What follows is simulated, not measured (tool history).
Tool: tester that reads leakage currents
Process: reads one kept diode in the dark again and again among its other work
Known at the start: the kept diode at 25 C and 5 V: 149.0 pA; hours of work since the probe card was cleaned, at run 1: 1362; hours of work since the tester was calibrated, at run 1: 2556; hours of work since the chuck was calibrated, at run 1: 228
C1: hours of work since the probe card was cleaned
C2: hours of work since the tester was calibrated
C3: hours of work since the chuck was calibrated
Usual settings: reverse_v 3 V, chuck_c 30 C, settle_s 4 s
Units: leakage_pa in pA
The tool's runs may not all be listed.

run 1 hour=0 | reverse_v=3 chuck_c=30 settle_s=4 | C1=1362 C2=2556 C3=228 | leakage_pa=165.93
run 2 hour=154 | reverse_v=3 chuck_c=47 settle_s=4 | C1=1452 C2=2646 C3=317 | leakage_pa=554.67
run 3 hour=267 | reverse_v=3 chuck_c=47 settle_s=4 | C1=1517 C2=2712 C3=383 | leakage_pa=553.38
run 4 hour=418.6 | reverse_v=3 chuck_c=53 settle_s=4 | C1=1605 C2=2800 C3=471 | leakage_pa=823.79
run 5 hour=522.5 | reverse_v=3 chuck_c=30 settle_s=4 | C1=1666 C2=2860 C3=532 | leakage_pa=162.7
run 6 hour=601.1 | reverse_v=3 chuck_c=30 settle_s=4 | C1=1712 C2=2906 C3=577 | leakage_pa=162.57
-- hour=616.7 tester calibrated
run 7 hour=782 | reverse_v=3 chuck_c=30 settle_s=4 | C1=1816 C2=96 C3=681 | leakage_pa=165.61
run 8 hour=924.2 | reverse_v=3 chuck_c=30 settle_s=4 | C1=1898 C2=179 C3=764 | leakage_pa=164.48
run 9 hour=1014.1 | reverse_v=3 chuck_c=30 settle_s=0.31 | C1=1950 C2=231 C3=816 | leakage_pa=168.76
-- hour=1085.4 probe card cleaned and baked
run 10 hour=1092.7 | reverse_v=3 chuck_c=30 settle_s=0.31 | C1=4 C2=275 C3=860 | leakage_pa=160.58
run 11 hour=1222.4 | reverse_v=3 chuck_c=30 settle_s=4 | C1=80 C2=350 C3=936 | leakage_pa=157.31
-- hour=1340 chuck's temperature calibrated
run 12 hour=1350.5 | reverse_v=3 chuck_c=30 settle_s=4 | C1=153 C2=424 C3=6 | leakage_pa=167.75
run 13 hour=1491.7 | reverse_v=3 chuck_c=30 settle_s=4 | C1=235 C2=506 C3=88 | leakage_pa=166.88
run 14 hour=1628.6 | reverse_v=3 chuck_c=30 settle_s=4 | C1=315 C2=585 C3=168 | leakage_pa=166.47
run 15 hour=1715.6 | reverse_v=3 chuck_c=30 settle_s=4 | C1=365 C2=636 C3=218 | leakage_pa=165.77
run 16 hour=1790.6 | reverse_v=3 chuck_c=30 settle_s=4 | C1=409 C2=680 C3=262 | leakage_pa=164.61
run 17 hour=1905.9 | reverse_v=3 chuck_c=21 settle_s=4 | C1=476 C2=747 C3=329 | leakage_pa=81.43
run 18 hour=2021.5 | reverse_v=3 chuck_c=30 settle_s=4 | C1=543 C2=814 C3=396 | leakage_pa=164.05
run 19 hour=2130.8 | reverse_v=3 chuck_c=38 settle_s=4 | C1=607 C2=877 C3=460 | leakage_pa=296.83
run 20 hour=2270.3 | reverse_v=3 chuck_c=38 settle_s=4 | C1=688 C2=959 C3=541 | leakage_pa=294.13
run 21 hour=2363.1 | reverse_v=2.44 chuck_c=30 settle_s=4 | C1=742 C2=1012 C3=595 | leakage_pa=145.33
run 22 hour=2496.5 | reverse_v=3 chuck_c=31 settle_s=1.19 | C1=819 C2=1090 C3=672 | leakage_pa=174.95
run 23 hour=2660.1 | reverse_v=3 chuck_c=31 settle_s=1.19 | C1=914 C2=1185 C3=768 | leakage_pa=173.11
run 24 hour=2786.6 | reverse_v=2.1 chuck_c=37 settle_s=1.19 | C1=988 C2=1259 C3=841 | leakage_pa=223.64
run 25 hour=2927.2 | reverse_v=2.1 chuck_c=47 settle_s=0.5 | C1=1070 C2=1340 C3=923 | leakage_pa=448.56
run 26 hour=3049 | reverse_v=1.41 chuck_c=43 settle_s=4 | C1=1141 C2=1411 C3=994 | leakage_pa=276.13
-- hour=3071.7 chuck's temperature calibrated
run 27 hour=3225.9 | reverse_v=14.16 chuck_c=55 settle_s=3.85 | C1=1242 C2=1513 C3=90 | leakage_pa=2191.74
run 28 hour=3335.1 | reverse_v=19.05 chuck_c=30 settle_s=1.46 | C1=1306 C2=1576 C3=153 | leakage_pa=458.94
run 29 hour=3414.3 | reverse_v=9.11 chuck_c=49 settle_s=2.79 | C1=1352 C2=1622 C3=199 | leakage_pa=1160.98
run 30 hour=3567.4 | reverse_v=17.69 chuck_c=30 settle_s=3.16 | C1=1441 C2=1712 C3=288 | leakage_pa=436.22
run 31 hour=3677.2 | reverse_v=1.41 chuck_c=44 settle_s=0.53 | C1=1505 C2=1775 C3=352 | leakage_pa=311.09
run 32 hour=3807.9 | reverse_v=3 chuck_c=50 settle_s=0.82 | C1=1581 C2=1851 C3=428 | leakage_pa=686.36
run 33 hour=3881.4 | reverse_v=3 chuck_c=50 settle_s=0.82 | C1=1623 C2=1894 C3=471 | leakage_pa=686.08
run 34 hour=3988.3 | reverse_v=3 chuck_c=50 settle_s=0.82 | C1=1685 C2=1956 C3=533 | leakage_pa=678.91
run 35 hour=4166 | reverse_v=3 chuck_c=28 settle_s=7.11 | C1=1789 C2=2060 C3=636 | leakage_pa=141.44
run 36 hour=4325.7 | reverse_v=3 chuck_c=28 settle_s=7.11 | C1=1882 C2=2152 C3=729 | leakage_pa=140.65
run 37 hour=4433.4 | reverse_v=3 chuck_c=28 settle_s=7.25 | C1=1944 C2=2215 C3=792 | leakage_pa=140.38
-- hour=4518.4 probe card cleaned and baked
run 38 hour=4567.7 | reverse_v=3 chuck_c=28 settle_s=7.25 | C1=29 C2=2291 C3=868 | leakage_pa=133.27
run 39 hour=4681 | reverse_v=2.63 chuck_c=39 settle_s=6.26 | C1=95 C2=2357 C3=934 | leakage_pa=284.59

Hidden state or all else? Some run-to-run changes of leakage_pa, split into what the settings, what came in and random variation would give without the hidden state, and what is left for the hidden state (with any gauge scatter that isn't in both results):
The hidden state here: stray current of the dirty probe card, pA a volt; current scale over the true one, %; true chuck temperature over the reading, C; drift of the gauge itself on leakage_pa, %.
Run 4 -> 5: chuck_c 53 -> 30. leakage_pa -661.09 pA: hidden state +42.2, all else -703.29.
Run 26 -> 27: reverse_v 1.41 -> 14.16, chuck_c 43 -> 55, settle_s 4 -> 3.85, chuck's temperature calibrated. leakage_pa +1915.61 pA: hidden state +1.56, all else +1914.05.
Run 27 -> 28: reverse_v 14.16 -> 19.05, chuck_c 55 -> 30, settle_s 3.85 -> 1.46. leakage_pa -1732.8 pA: hidden state +38.27, all else -1771.07.
Run 28 -> 29: reverse_v 19.05 -> 9.11, chuck_c 30 -> 49, settle_s 1.46 -> 2.79. leakage_pa +702.04 pA: hidden state -34.82, all else +736.86.
Run 29 -> 30: reverse_v 9.11 -> 17.69, chuck_c 49 -> 30, settle_s 2.79 -> 3.16. leakage_pa -724.76 pA: hidden state +31.24, all else -756.
